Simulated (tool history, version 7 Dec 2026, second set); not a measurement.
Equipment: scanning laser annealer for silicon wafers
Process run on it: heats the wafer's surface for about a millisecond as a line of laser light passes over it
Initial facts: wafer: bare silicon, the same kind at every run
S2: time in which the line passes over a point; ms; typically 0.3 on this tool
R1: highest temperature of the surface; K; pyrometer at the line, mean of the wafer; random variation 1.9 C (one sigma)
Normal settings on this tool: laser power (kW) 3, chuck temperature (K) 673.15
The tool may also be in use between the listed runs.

run 1 hour=0 | laser_power_(kW)=3 S2=0.3 chuck_temperature_(K)=673.15 | R1=1366.15
run 2 hour=43.4 | laser_power_(kW)=3 S2=0.3 chuck_temperature_(K)=673.15 | R1=1362.15
run 3 hour=97.2 | laser_power_(kW)=3 S2=0.3 chuck_temperature_(K)=673.15 | R1=1362.15
run 4 hour=129.3 | laser_power_(kW)=3 S2=0.3 chuck_temperature_(K)=673.15 | R1=1360.15
run 5 hour=174 | laser_power_(kW)=3 S2=0.3 chuck_temperature_(K)=673.15 | R1=1354.15
run 6 hour=198.3 | laser_power_(kW)=3 S2=0.3 chuck_temperature_(K)=676.15 | R1=1362.15
run 7 hour=222 | laser_power_(kW)=2.903 S2=0.3 chuck_temperature_(K)=673.15 | R1=1334.15
run 8 hour=267.3 | laser_power_(kW)=3 S2=0.333 chuck_temperature_(K)=673.15 | R1=1389.15
run 9 hour=311.5 | laser_power_(kW)=3 S2=0.333 chuck_temperature_(K)=673.15 | R1=1388.15
run 10 hour=335 | laser_power_(kW)=3 S2=0.333 chuck_temperature_(K)=673.15 | R1=1385.15
-- hour=352.9 window over the wafer cleaned
run 11 hour=368.8 | laser_power_(kW)=3 S2=0.333 chuck_temperature_(K)=673.15 | R1=1425.15
run 12 hour=395 | laser_power_(kW)=3 S2=0.349 chuck_temperature_(K)=673.15 | R1=1444.15
run 13 hour=436.6 | laser_power_(kW)=3 S2=0.308 chuck_temperature_(K)=673.15 | R1=1398.15
run 14 hour=463.8 | laser_power_(kW)=3 S2=0.3 chuck_temperature_(K)=673.15 | R1=1387.15
run 15 hour=507.3 | laser_power_(kW)=3 S2=0.3 chuck_temperature_(K)=673.15 | R1=1390.15
run 16 hour=558.3 | laser_power_(kW)=3 S2=0.3 chuck_temperature_(K)=673.15 | R1=1385.15
run 17 hour=595.7 | laser_power_(kW)=3 S2=0.3 chuck_temperature_(K)=673.15 | R1=1385.15
run 18 hour=630.7 | laser_power_(kW)=3 S2=0.3 chuck_temperature_(K)=673.15 | R1=1387.15
run 19 hour=668.5 | laser_power_(kW)=3 S2=0.297 chuck_temperature_(K)=673.15 | R1=1377.15
run 20 hour=698.6 | laser_power_(kW)=3 S2=0.297 chuck_temperature_(K)=673.15 | R1=1377.15
run 21 hour=753 | laser_power_(kW)=3 S2=0.27 chuck_temperature_(K)=642.15 | R1=1315.15
run 22 hour=792.8 | laser_power_(kW)=3.038 S2=0.3 chuck_temperature_(K)=701.15 | R1=1413.15
-- hour=820.8 optics aligned, line set to its width
run 23 hour=828 | laser_power_(kW)=3 S2=0.3 chuck_temperature_(K)=681.15 | R1=1397.15
run 24 hour=859.1 | laser_power_(kW)=3 S2=0.3 chuck_temperature_(K)=681.15 | R1=1395.15
run 25 hour=905.5 | laser_power_(kW)=2.565 S2=0.3 chuck_temperature_(K)=681.15 | R1=1291.15
run 26 hour=946 | laser_power_(kW)=2.683 S2=0.264 chuck_temperature_(K)=683.15 | R1=1280.15
run 27 hour=971.5 | laser_power_(kW)=2.683 S2=0.264 chuck_temperature_(K)=683.15 | R1=1284.15
run 28 hour=1006 | laser_power_(kW)=2.696 S2=0.373 chuck_temperature_(K)=683.15 | R1=1392.15
run 29 hour=1051.7 | laser_power_(kW)=2.682 S2=0.373 chuck_temperature_(K)=683.15 | R1=1380.15
run 30 hour=1084.6 | laser_power_(kW)=3.162 S2=0.373 chuck_temperature_(K)=653.15 | R1=1478.15
run 31 hour=1131.4 | laser_power_(kW)=3.162 S2=0.373 chuck_temperature_(K)=653.15 | R1=1476.15
run 32 hour=1179.3 | laser_power_(kW)=3.171 S2=0.3 chuck_temperature_(K)=687.15 | R1=1427.15
run 33 hour=1222.8 | laser_power_(kW)=3 S2=0.3 chuck_temperature_(K)=662.15 | R1=1363.15
run 34 hour=1254.7 | laser_power_(kW)=2.811 S2=0.273 chuck_temperature_(K)=664.15 | R1=1290.15
run 35 hour=1297.6 | laser_power_(kW)=2.652 S2=0.31 chuck_temperature_(K)=648.15 | R1=1274.15
run 36 hour=1348.8 | laser_power_(kW)=2.652 S2=0.31 chuck_temperature_(K)=648.15 | R1=1274.15
run 37 hour=1395.4 | laser_power_(kW)=2.652 S2=0.31 chuck_temperature_(K)=648.15 | R1=1275.15
run 38 hour=1422.4 | laser_power_(kW)=2.633 S2=0.213 chuck_temperature_(K)=635.15 | R1=1151.15
run 39 hour=1473.7 | laser_power_(kW)=3 S2=0.369 chuck_temperature_(K)=673.15 | R1=1435.15

Each row is a separate what-if for the run after 39, all from the same tool condition, not one after another. Results?
run A hour=1519.6 | laser_power_(kW)=2.859 S2=0.248 chuck_temperature_(K)=685.15 | R1=?
run B hour=1519.6 | laser_power_(kW)=2.827 S2=0.285 chuck_temperature_(K)=683.15 | R1=?
run C hour=1519.6 | laser_power_(kW)=2.907 S2=0.369 chuck_temperature_(K)=673.15 | R1=?

run=A R1=1284.15
run=B R1=1315.15
run=C R1=1407.15
What these runs would have given with no unlogged condition in the tool:
run=A R1=1317.15
run=B R1=1349.15
run=C R1=1448.15

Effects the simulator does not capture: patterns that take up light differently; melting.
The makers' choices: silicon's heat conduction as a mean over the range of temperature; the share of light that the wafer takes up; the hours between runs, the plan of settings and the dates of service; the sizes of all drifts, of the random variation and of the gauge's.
